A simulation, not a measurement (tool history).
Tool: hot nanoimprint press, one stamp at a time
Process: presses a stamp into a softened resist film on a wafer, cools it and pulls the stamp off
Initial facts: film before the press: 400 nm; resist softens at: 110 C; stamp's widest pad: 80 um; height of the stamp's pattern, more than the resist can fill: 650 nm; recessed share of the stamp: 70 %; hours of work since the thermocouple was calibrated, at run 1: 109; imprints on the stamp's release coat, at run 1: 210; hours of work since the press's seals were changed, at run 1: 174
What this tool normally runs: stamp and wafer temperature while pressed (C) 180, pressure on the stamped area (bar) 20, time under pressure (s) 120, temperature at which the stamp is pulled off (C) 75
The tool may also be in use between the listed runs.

run,hour,stamp and wafer temperature while pressed (C),pressure on the stamped area (bar),time under pressure (s),temperature at which the stamp is pulled off (C),hours of work since the thermocouple was calibrated,imprints on the stamp's release coat,hours of work since the press's seals were changed,resist left under the stamp's widest pad (nm),greatest force while the stamp is pulled off (N)
1,0,180,20,120,75,109,210,174,163.4,164
2,48.2,180,20,120,75,144,409,209,162.4,169
3,91.1,180,20,120,75,174,587,239,160.9,183
4,137.1,180,20,120,80,207,777,272,160.2,183
5,165.3,180,20,120,80,227,894,293,158.9,191
6,214.3,180,20,120,80,262,1097,328,157.2,206
7,252.8,180,20,120,80,290,1256,355,156.9,211
# hour 259.5: plate thermocouple calibrated
8,284.5,180,13.8,120,75,18,1375,376,181.3,227
9,336.7,174,20,120,75,55,1591,413,207.3,241
10,373,180,29,120,75,81,1741,439,126.1,248
11,400.4,180,20,120,73,101,1854,458,151,256
12,440.9,180,20,74,73,130,2022,487,179,271
# hour 496.3: plate thermocouple calibrated, once more
13,499.9,180,20,74,73,3,2254,527,203.3,294
# hour 528.8: stamp cleaned and given a new release coat
14,566.1,187,20,120,75,46,155,570,117.5,158
15,621.5,187,20,120,75,85,384,610,115.9,173
16,674.9,179,17.6,120,75,123,605,648,186.3,185
17,738.5,177,24.8,105,60,169,868,694,184.7,226
18,766.8,185,20,120,81,189,986,714,126.3,195
19,800.7,185,12.9,232,62,213,1126,738,118.9,242
20,835.2,185,12.9,232,62,238,1268,763,118.1,245
21,887.5,185,12.9,232,72,275,1485,800,117.3,250
# hour 916.5: plate thermocouple calibrated
22,949.4,176,16.1,73,64,24,1729,842,264.2,281
23,979.1,176,12.2,129,64,45,1852,863,245.7,288
24,1026.5,176,12.3,167,64,79,2048,897,225.4,310
25,1072.3,178,12.3,167,66,111,2237,930,202,313
# hour 1105.8: stamp cleaned and given a new release coat
26,1114.7,189,12.6,151,80,137,37,956,118.4,142
27,1155,189,12.6,116,60,166,204,985,131.4,178
28,1193.2,188,14.2,108,66,193,362,1012,132.6,186
29,1231.8,188,14.2,108,66,221,522,1040,131.5,193

Branching from run 29: 4 alternative next runs. What would each branch give?
A,1274.4,178,18,161,66,252,698,1070,?,?
B,1274.4,180,20,61,64,252,698,1070,?,?
C,1274.4,176,24.7,108,81,252,698,1070,?,?
D,1274.4,192,15.8,108,79,252,698,1070,?,?

run,resist left under the stamp's widest pad (nm),greatest force while the stamp is pulled off (N)
A,168.8,208
B,206.7,208
C,191.2,178
D,102.3,184
With the hidden condition removed and each run's random variation left untouched, the same runs would have given:
run,resist left under the stamp's widest pad (nm),greatest force while the stamp is pulled off (N)
A,174.3,167
B,211.6,167
C,195.2,144
D,105.1,148

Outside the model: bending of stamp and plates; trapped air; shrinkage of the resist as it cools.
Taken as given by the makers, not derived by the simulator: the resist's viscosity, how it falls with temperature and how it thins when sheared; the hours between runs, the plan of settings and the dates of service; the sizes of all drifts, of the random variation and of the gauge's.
